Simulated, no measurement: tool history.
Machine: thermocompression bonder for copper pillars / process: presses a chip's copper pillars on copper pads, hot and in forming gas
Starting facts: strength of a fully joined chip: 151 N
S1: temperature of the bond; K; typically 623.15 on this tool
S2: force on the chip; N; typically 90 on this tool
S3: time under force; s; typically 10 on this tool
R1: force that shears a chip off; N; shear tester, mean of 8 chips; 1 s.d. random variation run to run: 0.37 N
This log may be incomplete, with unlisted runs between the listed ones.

{"run": 1, "hour": 0.0, "S1": 623.15, "S2": 90, "S3": 10, "R1": 93.2}
{"run": 2, "hour": 37.1, "S1": 623.15, "S2": 90, "S3": 10, "R1": 92.1}
{"hour": 58.9, "done": "forming gas filter changed"}
{"run": 3, "hour": 78.1, "S1": 623.15, "S2": 90, "S3": 15, "R1": 107.5}
{"run": 4, "hour": 110.9, "S1": 610.15, "S2": 90, "S3": 10, "R1": 85.1}
{"run": 5, "hour": 154.6, "S1": 610.15, "S2": 90, "S3": 10, "R1": 83.9}
{"run": 6, "hour": 178.8, "S1": 610.15, "S2": 90, "S3": 10, "R1": 83.4}
{"run": 7, "hour": 225.7, "S1": 610.15, "S2": 90, "S3": 10, "R1": 82.4}
{"run": 8, "hour": 250.2, "S1": 610.15, "S2": 90, "S3": 10, "R1": 81.3}
{"hour": 254.8, "done": "forming gas filter changed"}
{"run": 9, "hour": 277.1, "S1": 608.15, "S2": 90, "S3": 25, "R1": 108.4}
{"run": 10, "hour": 312.1, "S1": 608.15, "S2": 90, "S3": 25, "R1": 107.7}
{"hour": 331.3, "done": "heater calibrated with a thermocouple chip"}
{"run": 11, "hour": 346.4, "S1": 608.15, "S2": 90, "S3": 25, "R1": 100.8}
{"run": 12, "hour": 397.7, "S1": 608.15, "S2": 90, "S3": 25, "R1": 99.9}
{"run": 13, "hour": 446.5, "S1": 623.15, "S2": 108, "S3": 10, "R1": 99.4}
{"hour": 450.5, "done": "forming gas filter changed"}
{"run": 14, "hour": 494.6, "S1": 641.15, "S2": 126, "S3": 22, "R1": 140}
{"run": 15, "hour": 524.4, "S1": 641.15, "S2": 126, "S3": 22, "R1": 139}
{"run": 16, "hour": 567.3, "S1": 630.15, "S2": 75, "S3": 17, "R1": 97.7}

Pick out some run-to-run changes in R1. Of each, how much would a tool without hidden state show as well, from the settings, what came in and chance, and how much is left for the hidden state and any gauge scatter not in both results compared?
Hidden state present: true temperature of the bond over the reading, C; force that reaches the chip, % of what is set; oxide that the forming gas leaves, % of the face; drift of the gauge itself on shear_n, %.
Run 10 -> 11: heater calibrated with a thermocouple chip. R1 -6.9 N: hidden state -7.1, all else +0.2.
Run 15 -> 16: S1 641.15 -> 630.15, S2 126 -> 75, S3 22 -> 17. R1 -41.3 N: hidden state -0.7, all else -40.6.
